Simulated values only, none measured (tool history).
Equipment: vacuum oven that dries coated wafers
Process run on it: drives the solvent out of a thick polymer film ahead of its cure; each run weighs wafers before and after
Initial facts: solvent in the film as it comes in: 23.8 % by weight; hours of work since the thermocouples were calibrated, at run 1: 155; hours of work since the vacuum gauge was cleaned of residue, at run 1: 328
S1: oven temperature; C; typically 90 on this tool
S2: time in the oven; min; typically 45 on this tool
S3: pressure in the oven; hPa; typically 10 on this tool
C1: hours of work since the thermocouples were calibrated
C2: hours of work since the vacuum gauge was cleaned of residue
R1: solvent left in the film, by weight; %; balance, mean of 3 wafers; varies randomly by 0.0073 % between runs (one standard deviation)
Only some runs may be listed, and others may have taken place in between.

Run 1, day 0: usual settings; C1 155; C2 328. Result: R1 1.44 %.
Run 2, day 0.279: usual settings; C1 159; C2 332. Result: R1 1.442 %.
Run 3, day 0.75: usual settings; C1 165; C2 339. Result: R1 1.426 %.
Run 4, day 1.225: usual settings but S1 91 C; C1 172; C2 346. Result: R1 1.294 %.
Run 5, day 1.479: usual settings; C1 176; C2 349. Result: R1 1.442 %.
Run 6, day 1.954: usual settings but S1 94 C; C1 182; C2 356. Result: R1 0.962 %.
Run 7, day 2.183: usual settings but S1 94 C; C1 186; C2 359. Result: R1 0.951 %.

Run 8, settings as shown, results not yet in. Your forecast:
Run 8, day 2.504: usual settings but S1 85 C; C1 190; C2 364. Result: R1 ?.

{"run 8": {"R1": 2.347}}
Minus the tool's unlogged condition, the same run would have read R1 2.362 %.
